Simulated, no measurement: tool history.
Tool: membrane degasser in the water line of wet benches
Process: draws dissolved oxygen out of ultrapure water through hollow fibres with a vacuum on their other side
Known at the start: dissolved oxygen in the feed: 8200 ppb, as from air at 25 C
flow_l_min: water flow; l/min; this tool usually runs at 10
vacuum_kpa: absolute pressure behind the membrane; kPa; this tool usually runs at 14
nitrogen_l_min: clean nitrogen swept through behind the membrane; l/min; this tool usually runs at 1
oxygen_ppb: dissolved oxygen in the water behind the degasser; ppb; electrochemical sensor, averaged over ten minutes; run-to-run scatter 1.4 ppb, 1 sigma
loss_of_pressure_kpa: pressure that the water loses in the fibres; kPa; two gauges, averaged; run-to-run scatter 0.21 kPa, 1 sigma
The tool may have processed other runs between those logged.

run,day,flow_l_min,vacuum_kpa,nitrogen_l_min,oxygen_ppb,loss_of_pressure_kpa
1,0,10,14,1,277.8,48.3
2,2.188,10,14,1.63,182.4,48.49
3,4.733,10,14,1,278.9,48.51
4,8.525,10,14,1,276.1,48.47
5,11.433,10,14,1,280.8,47.89
6,14.35,10,14,1,277.6,48.37
7,16.171,10,14,1,279.6,48.25
8,17.829,10,14,1,277.2,48.29
9,20.296,10,16.3,1,333.5,48.32
10,22.933,10,16.3,1,332,48.49
11,25.35,10,16.3,1,332.8,48.39
12,28.367,12,29.3,1,742.2,58.46
13,31.225,12,29.3,0.9,801.1,58.19
14,34.496,10,14,1.49,198.1,48.6
15,36.717,10,14,1.49,197.4,48.68
16,38.825,6,14,2.02,91,29.4
17,40.879,8,24.8,0.4,936.4,38.64
18,43.246,8,24.8,0.4,931.7,38.66

What if the next run were any one of these 4? Each begins from the tool's condition after run 18:
A,46.162,12,20.3,0.85,?,?
B,46.162,10,18.6,0.47,?,?
C,46.162,6,17.4,2.65,?,?
D,46.162,8,13.3,0.4,?,?

run,oxygen_ppb,loss_of_pressure_kpa
A,580.1,58.24
B,719.9,48.54
C,91.5,29.34
D,464.5,38.98
Without the tool's unlogged condition, the same runs would have read:
run,oxygen_ppb,loss_of_pressure_kpa
A,546.5,56.4
B,682.4,47
C,80.3,28.42
D,432.5,37.75
